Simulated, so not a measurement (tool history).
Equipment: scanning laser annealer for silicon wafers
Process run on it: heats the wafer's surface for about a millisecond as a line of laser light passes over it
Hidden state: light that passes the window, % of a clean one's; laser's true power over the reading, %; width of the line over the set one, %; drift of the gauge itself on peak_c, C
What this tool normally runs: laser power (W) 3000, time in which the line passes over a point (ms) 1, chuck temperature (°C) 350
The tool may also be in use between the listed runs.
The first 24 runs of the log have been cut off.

run	day	laser power (W)	time in which the line passes over a point (ms)	chuck temperature (°C)	hours of work since the window was cleaned	hours of work since the power meter was calibrated	hours of work since the optics were aligned	highest temperature of the surface (°C)
25	17.025	2661	1.18	355	586	427	697	1024
26	17.638	2661	1.18	355	594	435	704	1020
27	18.496	2918	0.84	321	604	445	714	941
28	18.942	3224	1.18	336	609	450	720	1186
29	19.821	2909	0.82	336	620	461	730	944
30	20.812	2791	0.92	350	631	472	742	964
31	21.758	3109	0.92	367	643	484	753	1074
32	22.617	3109	0.92	367	653	494	763	1072

Each row is a separate what-if for the run after 32, all from the same tool condition, not one after another. Results?
A	23.021	3108	0.92	366	658	499	768	?
B	23.021	2928	1.19	350	658	499	768	?
C	23.021	2621	1.19	322	658	499	768	?
D	23.021	3109	0.92	386	658	499	768	?

run	highest temperature of the surface (°C)
A	1075
B	1103
C	975
D	1092
The same runs, with their run-to-run variation unchanged, on a tool lacking any hidden condition would have given:
run	highest temperature of the surface (°C)
A	1103
B	1133
C	1001
D	1120
